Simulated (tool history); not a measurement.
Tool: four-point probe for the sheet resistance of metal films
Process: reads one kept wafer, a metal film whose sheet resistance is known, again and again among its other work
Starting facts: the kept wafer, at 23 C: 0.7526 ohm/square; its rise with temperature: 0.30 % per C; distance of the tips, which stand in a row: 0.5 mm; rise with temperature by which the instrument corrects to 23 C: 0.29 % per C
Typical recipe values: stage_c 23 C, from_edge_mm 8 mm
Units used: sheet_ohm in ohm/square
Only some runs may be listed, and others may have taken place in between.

Run 1, hour 0: usual settings. Result: sheet_ohm 0.754782 ohm/square.
Run 2, hour 55.1: usual settings. Result: sheet_ohm 0.75483 ohm/square.
Run 3, hour 98.3: usual settings but stage_c 30 C. Result: sheet_ohm 0.755215 ohm/square.
Run 4, hour 145.8: usual settings but stage_c 30 C. Result: sheet_ohm 0.755125 ohm/square.
Run 5, hour 199.5: usual settings but from_edge_mm 22 mm. Result: sheet_ohm 0.753921 ohm/square.
Run 6, hour 247.6: usual settings. Result: sheet_ohm 0.754998 ohm/square.
Run 7, hour 279.1: usual settings but from_edge_mm 38 mm. Result: sheet_ohm 0.753535 ohm/square.
Run 8, hour 307.4: usual settings. Result: sheet_ohm 0.754957 ohm/square.
Run 9, hour 355.2: usual settings but from_edge_mm 18 mm. Result: sheet_ohm 0.753771 ohm/square.
Run 10, hour 407: usual settings but from_edge_mm 18 mm. Result: sheet_ohm 0.754136 ohm/square.
Run 11, hour 438.7: usual settings but from_edge_mm 18 mm. Result: sheet_ohm 0.753681 ohm/square.
Run 12, hour 503: usual settings but stage_c 32 C. Result: sheet_ohm 0.755495 ohm/square.
Run 13, hour 546.9: usual settings but stage_c 30 C. Result: sheet_ohm 0.755303 ohm/square.
Run 14, hour 610.2: usual settings but stage_c 26 C. Result: sheet_ohm 0.755167 ohm/square.
Run 15, hour 639.4: usual settings. Result: sheet_ohm 0.755161 ohm/square.
Run 16, hour 670.5: usual settings. Result: sheet_ohm 0.755293 ohm/square.
Run 17, hour 725.6: usual settings. Result: sheet_ohm 0.755455 ohm/square.
Run 18, hour 778.4: usual settings but stage_c 27 C. Result: sheet_ohm 0.755213 ohm/square.
Run 19, hour 837.4: usual settings but stage_c 27 C. Result: sheet_ohm 0.755237 ohm/square.
Run 20, hour 884.9: usual settings but stage_c 27 C. Result: sheet_ohm 0.755418 ohm/square.
Run 21, hour 952.4: usual settings but stage_c 27 C. Result: sheet_ohm 0.755683 ohm/square.
Run 22, hour 992.6: usual settings but stage_c 32 C, from_edge_mm 18 mm. Result: sheet_ohm 0.754261 ohm/square.
Run 23, hour 1027.8: usual settings but stage_c 24 C, from_edge_mm 9 mm. Result: sheet_ohm 0.755169 ohm/square.
At hour 1034.5: stage's thermometer calibrated.
Run 24, hour 1081.7: usual settings but stage_c 19 C. Result: sheet_ohm 0.755031 ohm/square.
Run 25, hour 1141.8: usual settings but stage_c 21 C, from_edge_mm 57 mm. Result: sheet_ohm 0.753462 ohm/square.
Run 26, hour 1188.9: usual settings but stage_c 20 C, from_edge_mm 3 mm. Result: sheet_ohm 0.764519 ohm/square.
At hour 1205.5: stage's thermometer calibrated, once more.
Run 27, hour 1225: usual settings but stage_c 22 C, from_edge_mm 4 mm. Result: sheet_ohm 0.761092 ohm/square.
Run 28, hour 1259.9: usual settings but stage_c 33 C, from_edge_mm 12 mm. Result: sheet_ohm 0.755761 ohm/square.
Run 29, hour 1318: usual settings but stage_c 25 C, from_edge_mm 55 mm. Result: sheet_ohm 0.755265 ohm/square.
Run 30, hour 1386.6: usual settings but stage_c 33 C, from_edge_mm 16 mm. Result: sheet_ohm 0.755668 ohm/square.
Run 31, hour 1429.4: usual settings but stage_c 33 C. Result: sheet_ohm 0.756646 ohm/square.
Run 32, hour 1475.3: usual settings but stage_c 33 C. Result: sheet_ohm 0.75703 ohm/square.
Run 33, hour 1539.6: usual settings but stage_c 21 C, from_edge_mm 22 mm. Result: sheet_ohm 0.755292 ohm/square.
Run 34, hour 1580.7: usual settings but stage_c 33 C. Result: sheet_ohm 0.757045 ohm/square.
Run 35, hour 1643.1: usual settings but stage_c 18 C, from_edge_mm 5 mm. Result: sheet_ohm 0.758987 ohm/square.
Run 36, hour 1674: usual settings but stage_c 31 C, from_edge_mm 10 mm. Result: sheet_ohm 0.75636 ohm/square.
Run 37, hour 1727.8: usual settings but stage_c 20 C, from_edge_mm 10 mm. Result: sheet_ohm 0.755805 ohm/square.
Run 38, hour 1763.4: usual settings but stage_c 20 C, from_edge_mm 10 mm. Result: sheet_ohm 0.756019 ohm/square.
Run 39, hour 1814.8: usual settings but stage_c 28 C, from_edge_mm 68 mm. Result: sheet_ohm 0.755185 ohm/square.
Run 40, hour 1868: usual settings but stage_c 28 C, from_edge_mm 68 mm. Result: sheet_ohm 0.75535 ohm/square.
Run 41, hour 1897.8: usual settings but stage_c 19 C, from_edge_mm 15 mm. Result: sheet_ohm 0.755403 ohm/square.
Run 42, hour 1930.3: usual settings but stage_c 28 C, from_edge_mm 6 mm. Result: sheet_ohm 0.757846 ohm/square.

Here are 4 independent what-if runs from the current tool condition. What would each one return?
Run A, hour 1991.4: usual settings but stage_c 18 C, from_edge_mm 22 mm. Result: sheet_ohm ?.
Run B, hour 1991.4: usual settings but stage_c 26 C, from_edge_mm 39 mm. Result: sheet_ohm ?.
Run C, hour 1991.4: usual settings but stage_c 19 C. Result: sheet_ohm ?.
Run D, hour 1991.4: usual settings but stage_c 19 C, from_edge_mm 19 mm. Result: sheet_ohm ?.

run  sheet_ohm
  A   0.755455
  B   0.755235
  C   0.756807
  D   0.755483
Take away the tool's hidden state, keep each run's random variation, and the runs would have read:
run  sheet_ohm
  A   0.752791
  B   0.752569
  C   0.754139
  D   0.752818
